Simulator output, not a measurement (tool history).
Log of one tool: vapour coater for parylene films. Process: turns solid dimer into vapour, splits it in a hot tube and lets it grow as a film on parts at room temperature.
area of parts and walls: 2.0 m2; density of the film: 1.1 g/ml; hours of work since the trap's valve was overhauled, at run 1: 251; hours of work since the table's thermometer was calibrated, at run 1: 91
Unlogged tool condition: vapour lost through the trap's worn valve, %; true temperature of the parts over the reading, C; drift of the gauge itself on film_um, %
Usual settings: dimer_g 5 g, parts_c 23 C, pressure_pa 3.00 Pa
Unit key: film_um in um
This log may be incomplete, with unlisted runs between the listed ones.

run	hour	dimer_g	parts_c	pressure_pa	hours of work since the trap's valve was overhauled	hours of work since the table's thermometer was calibrated	film_um
1	0.0	5	23	3.00	251	91	1.348
2	10.9	5	23	3.00	260	100	1.350
3	24.4	5	22	3.00	271	111	1.386
4	41.1	5	22	3.00	284	125	1.372
5	51.3	5	22	3.00	293	133	1.372
# hour 57.8: trap's valve overhauled
6	70.7	5	22	3.00	11	146	1.478
7	82.6	5	23	6.58	20	156	1.331
8	97.3	5	23	6.58	32	168	1.333
9	116.4	5	23	4.94	48	183	1.350
10	126.2	5	23	4.94	56	191	1.366
11	140.8	5	23	4.94	68	203	1.345
12	158.2	5	23	4.94	82	218	1.339
13	169.7	5	23	4.94	92	227	1.345
14	186.1	5	23	3.00	105	241	1.423
15	201.4	5	23	3.00	118	253	1.409
16	215.6	5	23	2.87	130	265	1.420
17	231.7	5	23	2.87	143	278	1.413
18	248.0	5	23	2.87	156	291	1.398
19	263.4	5	23	2.37	169	304	1.423
20	275.0	5	23	2.37	178	314	1.417
21	286.8	7	17	11.92	188	323	1.953
22	298.7	4	17	5.56	198	333	1.207
23	309.5	2	23	8.27	207	342	0.495
24	325.3	3	23	2.96	220	355	0.821
25	334.0	2	31	2.96	227	362	0.448
# hour 336.6: table's thermometer calibrated
26	355.3	4	23	2.96	244	15	1.102
27	368.6	4	23	2.96	254	26	1.087
28	389.1	4	27	9.16	271	43	0.873
29	401.0	4	27	9.16	281	53	0.874
30	412.5	4	27	9.16	291	62	0.873
# hour 421.7: trap's valve overhauled
# hour 433.0: table's thermometer calibrated, once more
31	438.1	6	32	3.00	13	4	1.358
32	457.6	4	24	8.08	29	20	1.005
33	470.5	5	31	5.74	39	31	1.093
34	487.3	5	31	5.74	53	45	1.076
35	500.8	5	31	5.74	64	56	1.071
36	519.2	6	23	4.45	79	71	1.618
37	533.4	6	23	4.45	91	82	1.617
38	553.2	6	23	4.45	107	99	1.595
39	568.3	4	23	8.26	120	111	1.007

What would each run have given without the hidden state, its run-to-run variation left as it was?
run	film_um
1	1.436
2	1.441
3	1.483
4	1.473
5	1.476
6	1.476
7	1.332
8	1.338
9	1.360
10	1.378
11	1.361
12	1.359
13	1.368
14	1.452
15	1.442
16	1.457
17	1.454
18	1.443
19	1.473
20	1.470
21	2.030
22	1.257
23	0.517
24	0.861
25	0.470
26	1.156
27	1.143
28	0.922
29	0.925
30	0.926
31	1.374
32	1.020
33	1.111
34	1.098
35	1.096
36	1.661
37	1.664
38	1.647
39	1.043
